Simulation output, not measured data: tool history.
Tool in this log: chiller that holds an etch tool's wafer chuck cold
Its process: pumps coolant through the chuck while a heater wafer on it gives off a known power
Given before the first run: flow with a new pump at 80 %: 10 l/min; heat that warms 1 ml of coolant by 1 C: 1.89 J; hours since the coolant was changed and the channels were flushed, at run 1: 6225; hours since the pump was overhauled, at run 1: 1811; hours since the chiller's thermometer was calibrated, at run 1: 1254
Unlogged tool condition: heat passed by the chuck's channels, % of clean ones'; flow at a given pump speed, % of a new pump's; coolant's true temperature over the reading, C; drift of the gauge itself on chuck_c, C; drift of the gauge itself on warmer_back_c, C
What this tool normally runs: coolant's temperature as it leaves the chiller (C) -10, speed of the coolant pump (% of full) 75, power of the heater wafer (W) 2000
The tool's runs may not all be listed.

run	day	coolant's temperature as it leaves the chiller (C)	speed of the coolant pump (% of full)	power of the heater wafer (W)	hours since the coolant was changed and the channels were flushed	hours since the pump was overhauled	hours since the chiller's thermometer was calibrated	chuck's temperature once it has settled (C)	how much warmer the coolant comes back (C)
1	0	-10	75	2000	6225	1811	1254	9.5	6.89
# day 3.279: coolant changed, channels flushed
2	5.042	-10	75	2823	42	1926	1369	14.4	9.71
3	12.2	-10	75	2823	214	2097	1540	14.6	9.77
4	17.896	-10	75	2000	351	2234	1677	7.3	6.92
5	24.525	-10	75	2000	510	2393	1836	7.4	6.86
6	29.292	-10	75	2000	624	2508	1951	7.5	6.93
7	34.283	-10	85	2000	744	2627	2070	5.7	6.01
# day 35.921: chiller's thermometer calibrated
8	38.588	-10	85	2000	846	2730	64	5.7	5.92
9	43.479	-10	85	2000	964	2847	181	5.8	5.96
10	48.296	-10	75	2000	1079	2963	297	7.8	6.93
11	56.162	-10	75	2000	1268	3151	486	8	6.95
12	62.096	-10	75	2000	1411	3294	628	7.9	6.97
13	69.179	-10	78	2000	1581	3464	798	7.3	6.68
14	72.4	-10	75	2000	1658	3541	875	7.8	6.97
15	76.117	-10	75	2000	1747	3630	965	8	7.02
16	83.017	-10	75	2000	1913	3796	1130	8	7.04
17	87.8	-10	75	2000	2028	3911	1245	8.1	6.9
18	92.571	-10	75	2000	2142	4025	1360	8	6.95
19	97.633	-10	76	2003	2263	4147	1481	8	6.84
20	103.396	-10	73	2000	2402	4285	1619	8.8	7.18

Forecast run 21:
21	109.483	-10	73	2000	2548	4431	1765	?	?

chuck's temperature once it has settled (C): 8.8
how much warmer the coolant comes back (C): 7.16
If the tool had no hidden condition, the same run with the same run-to-run variation would have returned chuck's temperature once it has settled (C) 7.8, how much warmer the coolant comes back (C) 7.01.
